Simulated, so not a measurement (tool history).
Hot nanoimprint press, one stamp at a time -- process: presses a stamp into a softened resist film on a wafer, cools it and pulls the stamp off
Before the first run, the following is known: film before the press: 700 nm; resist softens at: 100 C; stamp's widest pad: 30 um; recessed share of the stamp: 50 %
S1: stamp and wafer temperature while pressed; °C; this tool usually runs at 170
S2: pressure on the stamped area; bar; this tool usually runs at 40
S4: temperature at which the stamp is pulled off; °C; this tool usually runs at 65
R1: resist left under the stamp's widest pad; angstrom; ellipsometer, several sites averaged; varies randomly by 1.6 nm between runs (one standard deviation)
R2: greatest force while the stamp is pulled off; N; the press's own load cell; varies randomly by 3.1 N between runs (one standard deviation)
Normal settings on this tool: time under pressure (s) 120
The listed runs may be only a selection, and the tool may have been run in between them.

Run 1, day 0: usual settings. Result: R1 2263 angstrom, R2 186 N.
Run 2, day 1.746: usual settings. Result: R1 2231 angstrom, R2 197 N.
At day 3.196: stamp cleaned and given a new release coat.
Run 3, day 3.967: usual settings. Result: R1 2243 angstrom, R2 139 N.
Run 4, day 5.633: usual settings but S2 46.6 bar. Result: R1 2066 angstrom, R2 145 N.
At day 7.329: press's hydraulic seals changed and the load cell set to zero.
Run 5, day 8.604: usual settings but S2 46.6 bar. Result: R1 2019 angstrom, R2 154 N.
Run 6, day 10.725: usual settings but S2 46.6 bar. Result: R1 2001 angstrom, R2 161 N.
At day 13.612: plate thermocouple calibrated.
Run 7, day 13.612: usual settings but S2 55.4 bar. Result: R1 1658 angstrom, R2 159 N.
Run 8, day 16.542: usual settings but S2 55.4 bar. Result: R1 1647 angstrom, R2 170 N.
Run 9, day 18.133: usual settings but S2 55.4 bar. Result: R1 1639 angstrom, R2 177 N.
Run 10, day 19.829: usual settings but S1 160 °C, S2 27.2 bar. Result: R1 3997 angstrom, R2 177 N.
At day 20.862: plate thermocouple calibrated, once more.
Run 11, day 23.083: usual settings but S2 48.8 bar. Result: R1 2263 angstrom, R2 203 N.
At day 25.379: stamp cleaned and given a new release coat.
Run 12, day 25.471: usual settings but S2 48.8 bar, time under pressure (s) 77, S4 66 °C. Result: R1 2692 angstrom, R2 137 N.
Run 13, day 27.479: usual settings but S2 32.6 bar. Result: R1 2684 angstrom, R2 156 N.
Run 14, day 29.746: usual settings but S1 169 °C, time under pressure (s) 143. Result: R1 2407 angstrom, R2 160 N.
Run 15, day 32.95: usual settings but S1 169 °C, time under pressure (s) 143. Result: R1 2365 angstrom, R2 161 N.
Run 16, day 34.567: usual settings but S1 169 °C, time under pressure (s) 143. Result: R1 2361 angstrom, R2 170 N.

A few steps of R1 between consecutive runs. Split each: what settings, incoming material and random variation would produce without the hidden state, and what is left over for the hidden state, along with gauge scatter present in only one of the two compared results (measured, and without hidden state):
Unlogged tool condition in this case: true temperature over the reading, C; pressure that arrives at the usual setting, %; grip of the stamp's worn release coat, % over a new coat's; drift of the gauge itself on residual_nm, %; drift of the gauge itself on pull_off_n, %.
Run 9 -> 10: S1 170 -> 160, S2 55.4 -> 27.2. R1 +2358 angstrom: hidden state -430, all else +2788.
Run 10 -> 11: S1 160 -> 170, S2 27.2 -> 48.8, plate thermocouple calibrated, once more. R1 -1734 angstrom: hidden state +912, all else -2646.
